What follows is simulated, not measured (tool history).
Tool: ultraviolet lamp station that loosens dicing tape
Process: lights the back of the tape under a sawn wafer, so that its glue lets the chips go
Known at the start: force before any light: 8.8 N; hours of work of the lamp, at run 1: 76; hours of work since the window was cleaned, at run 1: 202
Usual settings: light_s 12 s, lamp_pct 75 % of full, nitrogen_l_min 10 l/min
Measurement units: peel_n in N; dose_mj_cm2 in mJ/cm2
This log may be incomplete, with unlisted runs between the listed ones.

| run | day | light_s | lamp_pct | nitrogen_l_min | hours of work of the lamp | hours of work since the window was cleaned | peel_n | dose_mj_cm2 |
|---|---|---|---|---|---|---|---|---|
| 1 | 0 | 12 | 75 | 10 | 76 | 202 | 0.208 | 314 |
| 2 | 0.383 | 12 | 75 | 4 | 82 | 209 | 0.592 | 315 |
| 3 | 0.638 | 12 | 75 | 10 | 86 | 213 | 0.215 | 310 |
| 4 | 1.088 | 6 | 75 | 10 | 94 | 220 | 1.177 | 151 |
| 5 | 1.362 | 12 | 93 | 10 | 98 | 225 | 0.129 | 387 |
| 6 | 1.792 | 12 | 75 | 10 | 106 | 232 | 0.214 | 310 |
| 7 | 2.338 | 12 | 75 | 10 | 115 | 241 | 0.209 | 303 |
| 8 | 2.625 | 12 | 75 | 10 | 119 | 246 | 0.234 | 308 |
| 9 | 2.904 | 12 | 75 | 10 | 124 | 250 | 0.211 | 312 |
| 10 | 3.342 | 18 | 75 | 10 | 131 | 257 | 0.097 | 461 |
| 11 | 3.746 | 12 | 75 | 10 | 138 | 264 | 0.225 | 307 |
|  | 3.792 | window cleaned of glue's vapour |
| 12 | 4.183 | 12 | 75 | 10 | 145 | 7 | 0.228 | 300 |
| 13 | 4.467 | 12 | 75 | 10 | 149 | 11 | 0.224 | 301 |
| 14 | 4.896 | 12 | 75 | 10 | 156 | 18 | 0.227 | 302 |
| 15 | 5.429 | 12 | 75 | 10 | 165 | 27 | 0.233 | 302 |
| 16 | 5.875 | 12 | 75 | 10 | 173 | 34 | 0.236 | 299 |
| 17 | 6.333 | 12 | 88 | 6 | 180 | 42 | 0.264 | 347 |
|  | 6.483 | window cleaned of glue's vapour, once more |
| 18 | 6.746 | 12 | 91 | 10 | 187 | 4 | 0.124 | 393 |
| 19 | 7 | 12 | 84 | 14 | 191 | 9 | 0.111 | 357 |
| 20 | 7.458 | 8 | 84 | 14 | 198 | 16 | 0.309 | 239 |
| 21 | 7.704 | 8 | 74 | 14 | 203 | 20 | 0.43 | 208 |
| 22 | 8.092 | 8 | 74 | 14 | 209 | 27 | 0.427 | 207 |
| 23 | 8.588 | 16 | 66 | 9 | 217 | 35 | 0.15 | 369 |
| 24 | 8.838 | 16 | 66 | 9 | 221 | 39 | 0.156 | 373 |
| 25 | 9.133 | 16 | 66 | 9 | 226 | 44 | 0.149 | 371 |
| 26 | 9.396 | 19 | 63 | 5 | 231 | 48 | 0.214 | 417 |
| 27 | 9.692 | 19 | 63 | 5 | 235 | 53 | 0.202 | 417 |
| 28 | 9.929 | 12 | 93 | 7 | 239 | 57 | 0.168 | 389 |
| 29 | 10.471 | 12 | 63 | 3 | 248 | 66 | 1.106 | 264 |
| 30 | 10.867 | 12 | 63 | 6 | 255 | 72 | 0.572 | 257 |
| 31 | 11.346 | 9 | 64 | 13 | 263 | 80 | 0.525 | 200 |

A few steps of peel_n between consecutive runs. Split each: what settings, incoming material and random variation would produce without the hidden state, and what is left over for the hidden state, along with gauge scatter present in only one of the two compared results (measured, and without hidden state):
Hidden state at play: lamp's light, % of a new lamp's; light that the window lets through, % of a clean one's; drift of the gauge itself on peel_n, %; drift of the gauge itself on dose_mj_cm2, %.
Run 3 -> 4: light_s 12 -> 6. peel_n +0.962 N: hidden state +0.117, all else +0.845.
Run 4 -> 5: light_s 6 -> 12, lamp_pct 75 -> 93. peel_n -1.048 N: hidden state -0.135, all else -0.913.
Run 28 -> 29: lamp_pct 93 -> 63, nitrogen_l_min 7 -> 3. peel_n +0.938 N: hidden state +0.113, all else +0.825.
